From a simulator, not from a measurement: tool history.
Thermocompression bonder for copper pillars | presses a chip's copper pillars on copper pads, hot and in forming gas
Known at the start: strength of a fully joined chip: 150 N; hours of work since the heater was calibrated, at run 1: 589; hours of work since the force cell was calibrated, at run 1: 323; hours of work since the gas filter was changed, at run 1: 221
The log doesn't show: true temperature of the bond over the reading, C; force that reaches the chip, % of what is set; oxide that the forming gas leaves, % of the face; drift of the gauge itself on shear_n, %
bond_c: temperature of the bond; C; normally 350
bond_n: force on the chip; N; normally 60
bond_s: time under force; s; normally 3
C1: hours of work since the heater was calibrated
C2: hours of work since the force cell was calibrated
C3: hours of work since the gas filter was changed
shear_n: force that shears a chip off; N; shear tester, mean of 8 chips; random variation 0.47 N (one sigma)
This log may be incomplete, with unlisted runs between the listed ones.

{"run": 1, "hour": 0.0, "bond_c": 350, "bond_n": 60, "bond_s": 3, "C1": 589, "C2": 323, "C3": 221, "shear_n": 75.4}
{"run": 2, "hour": 10.6, "bond_c": 350, "bond_n": 60, "bond_s": 3, "C1": 597, "C2": 331, "C3": 229, "shear_n": 75.4}
{"run": 3, "hour": 22.7, "bond_c": 350, "bond_n": 60, "bond_s": 3, "C1": 606, "C2": 340, "C3": 238, "shear_n": 75.3}
{"run": 4, "hour": 34.9, "bond_c": 350, "bond_n": 60, "bond_s": 3, "C1": 616, "C2": 350, "C3": 248, "shear_n": 75.4}
{"run": 5, "hour": 44.1, "bond_c": 350, "bond_n": 60, "bond_s": 3, "C1": 623, "C2": 357, "C3": 255, "shear_n": 75.1}
{"run": 6, "hour": 54.6, "bond_c": 350, "bond_n": 60, "bond_s": 3, "C1": 631, "C2": 365, "C3": 263, "shear_n": 75.2}
{"run": 7, "hour": 70.2, "bond_c": 350, "bond_n": 60, "bond_s": 2, "C1": 643, "C2": 377, "C3": 275, "shear_n": 64.7}
{"hour": 74.4, "done": "forming gas filter changed"}
{"run": 8, "hour": 81.0, "bond_c": 350, "bond_n": 60, "bond_s": 2, "C1": 651, "C2": 385, "C3": 5, "shear_n": 64.4}
{"run": 9, "hour": 97.6, "bond_c": 350, "bond_n": 60, "bond_s": 2, "C1": 664, "C2": 398, "C3": 18, "shear_n": 65}
{"run": 10, "hour": 111.8, "bond_c": 350, "bond_n": 60, "bond_s": 3, "C1": 675, "C2": 409, "C3": 29, "shear_n": 76.4}
{"run": 11, "hour": 125.5, "bond_c": 350, "bond_n": 60, "bond_s": 3, "C1": 685, "C2": 419, "C3": 39, "shear_n": 76.1}
{"run": 12, "hour": 139.6, "bond_c": 350, "bond_n": 60, "bond_s": 3, "C1": 696, "C2": 430, "C3": 50, "shear_n": 75}
{"run": 13, "hour": 152.7, "bond_c": 350, "bond_n": 47, "bond_s": 3, "C1": 706, "C2": 440, "C3": 60, "shear_n": 63.8}
{"run": 14, "hour": 166.0, "bond_c": 353, "bond_n": 60, "bond_s": 3, "C1": 717, "C2": 450, "C3": 71, "shear_n": 77.3}
{"run": 15, "hour": 176.8, "bond_c": 353, "bond_n": 60, "bond_s": 3, "C1": 725, "C2": 459, "C3": 79, "shear_n": 76.5}
{"run": 16, "hour": 191.5, "bond_c": 365, "bond_n": 49, "bond_s": 5, "C1": 736, "C2": 470, "C3": 90, "shear_n": 86.8}
{"run": 17, "hour": 203.0, "bond_c": 364, "bond_n": 42, "bond_s": 5, "C1": 745, "C2": 479, "C3": 99, "shear_n": 77.4}
{"run": 18, "hour": 210.1, "bond_c": 341, "bond_n": 60, "bond_s": 8, "C1": 751, "C2": 484, "C3": 105, "shear_n": 96.6}
{"run": 19, "hour": 225.0, "bond_c": 341, "bond_n": 60, "bond_s": 8, "C1": 762, "C2": 496, "C3": 116, "shear_n": 96.1}
{"run": 20, "hour": 237.3, "bond_c": 371, "bond_n": 60, "bond_s": 2, "C1": 772, "C2": 505, "C3": 126, "shear_n": 77.2}

Forecast run 21:
{"run": 21, "hour": 245.9, "bond_c": 330, "bond_n": 45, "bond_s": 2, "C1": 778, "C2": 512, "C3": 132, "shear_n": "?"}

Run 21 yielded shear_n 41.9 N.
On a tool with no hidden condition, and with the same random variation, this run would have come out at shear_n 42 N.
